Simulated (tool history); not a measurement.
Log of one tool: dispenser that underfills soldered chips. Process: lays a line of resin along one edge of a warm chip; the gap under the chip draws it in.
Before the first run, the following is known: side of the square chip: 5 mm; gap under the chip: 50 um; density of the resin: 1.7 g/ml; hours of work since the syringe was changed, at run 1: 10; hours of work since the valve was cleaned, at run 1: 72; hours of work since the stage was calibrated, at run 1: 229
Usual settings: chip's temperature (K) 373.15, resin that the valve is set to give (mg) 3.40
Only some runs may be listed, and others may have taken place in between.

run     day  chip's temperature (K)  resin that the valve is set to give (mg)  hours of work since the syringe was changed  hours of work since the valve was cleaned  hours of work since the stage was calibrated  time until the resin shows at the far edge (s)  resin that the valve gave (mg)
  1   0.000                  373.15                                      3.40                                           10                                         72                                           229                                            12.1                            3.29
      0.079  -- new syringe of resin
  2   0.342                  373.15                                      3.40                                            4                                         77                                           234                                             7.9                            3.29
  3   0.746                  373.15                                      3.40                                           10                                         83                                           240                                            11.4                            3.27
      0.862  -- new syringe of resin
  4   1.258                  373.15                                      3.40                                            6                                         90                                           247                                             8.4                            3.27
      1.683  -- new syringe of resin
  5   1.700                  373.15                                      3.83                                            0                                         96                                           254                                             6.0                            3.66
  6   1.929                  373.15                                      3.83                                            4                                        100                                           257                                             7.5                            3.68
  7   2.308                  373.15                                      3.40                                            9                                        105                                           262                                            10.8                            3.26
      2.488  -- new syringe of resin
  8   2.783                  373.15                                      3.40                                            4                                        112                                           269                                             8.7                            3.26
  9   3.175                  373.15                                      3.40                                           10                                        118                                           275                                            11.4                            3.22
      3.275  -- new syringe of resin
 10   3.642                  373.15                                      3.40                                            5                                        124                                           282                                             8.5                            3.24
 11   3.950                  373.15                                      3.91                                           10                                        129                                           286                                            10.8                            3.70
      4.092  -- new syringe of resin
 12   4.471                  373.15                                      3.91                                            6                                        136                                           294                                             8.6                            3.72
      4.879  -- new syringe of resin
 13   4.879                  362.15                                      3.40                                            0                                        142                                           299                                             9.7                            3.22
 14   5.162                  362.15                                      3.40                                            4                                        146                                           304                                            10.9                            3.20
      5.429  -- dispensing valve cleaned and set on the balance
 15   5.533                  362.15                                      3.40                                            9                                          1                                           308                                            15.2                            3.39
      5.733  -- new syringe of resin
 16   5.783                  362.15                                      3.40                                            1                                          5                                           312                                             9.2                            3.41
 17   6.112                  373.15                                      3.27                                            6                                         10                                           317                                             8.5                            3.24
 18   6.492                  373.15                                      3.40                                           11                                         15                                           322                                            12.5                            3.38
      6.529  -- new syringe of resin
 19   6.792                  368.15                                      2.95                                            4                                         20                                           326                                            10.0                            2.92
 20   7.229                  363.15                                      2.90                                           10                                         26                                           333                                            15.6                            2.86
      7.317  -- new syringe of resin
 21   7.562                  367.15                                      2.92                                            4                                         31                                           337                                             9.8                            2.88
 22   7.846                  380.15                                      3.80                                            8                                         35                                           342                                             7.9                            3.76
      8.112  -- new syringe of resin
 23   8.271                  362.15                                      3.54                                            2                                         41                                           348                                            10.3                            3.48
 24   8.712                  373.15                                      3.41                                            9                                         47                                           354                                            10.6                            3.36
      8.908  -- new syringe of resin
 25   9.242                  373.15                                      2.93                                            5                                         55                                           362                                             8.9                            2.86
      9.696  -- new syringe of resin
 26   9.738                  364.15                                      4.37                                            1                                         62                                           369                                             8.2                            4.26
 27  10.150                  364.15                                      4.37                                            7                                         68                                           375                                            12.5                            4.24
 28  10.388                  364.15                                      4.37                                           10                                         71                                           378                                            14.5                            4.24
     10.492  -- new syringe of resin
 29  10.888                  364.15                                      4.37                                            6                                         79                                           385                                            11.0                            4.23
 30  11.179                  364.15                                      4.37                                           10                                         83                                           390                                            13.9                            4.24
     11.296  -- new syringe of resin
 31  11.725                  385.15                                      4.37                                            6                                         91                                           397                                             6.1                            4.23
 32  12.038                  385.15                                      4.37                                           11                                         95                                           402                                             7.5                            4.21
     12.088  -- new syringe of resin
 33  12.600                  384.15                                      4.05                                            7                                        103                                           410                                             6.7                            3.91
 34  12.854                  360.15                                      4.05                                           11                                        107                                           414                                            16.9                            3.89
     12.908  -- new syringe of resin
 35  13.325                  360.15                                      4.05                                            6                                        114                                           420                                            12.7                            3.87

Here are 4 independent what-if runs from the current tool condition. What would each one return?
     13.700  -- new syringe of resin
  A  13.908                  379.15                                      4.17                                            3                                        122                                           429                                               ?                               ?
     13.700  -- new syringe of resin
  B  13.908                  379.15                                      4.17                                            3                                        122                                           429                                               ?                               ?
     13.700  -- new syringe of resin
  C  13.908                  379.15                                      4.05                                            3                                        122                                           429                                               ?                               ?
     13.700  -- new syringe of resin
  D  13.908                  360.15                                      4.18                                            3                                        122                                           429                                               ?                               ?

run  time until the resin shows at the far edge (s)  resin that the valve gave (mg)
  A                                             5.7                            3.97
  B                                             5.9                            3.97
  C                                             5.9                            3.86
  D                                            10.9                            4.01
Take away the tool's hidden state, keep each run's random variation, and the runs would have read:
run  time until the resin shows at the far edge (s)  resin that the valve gave (mg)
  A                                             5.2                            4.16
  B                                             5.4                            4.16
  C                                             5.4                            4.04
  D                                            10.1                            4.20

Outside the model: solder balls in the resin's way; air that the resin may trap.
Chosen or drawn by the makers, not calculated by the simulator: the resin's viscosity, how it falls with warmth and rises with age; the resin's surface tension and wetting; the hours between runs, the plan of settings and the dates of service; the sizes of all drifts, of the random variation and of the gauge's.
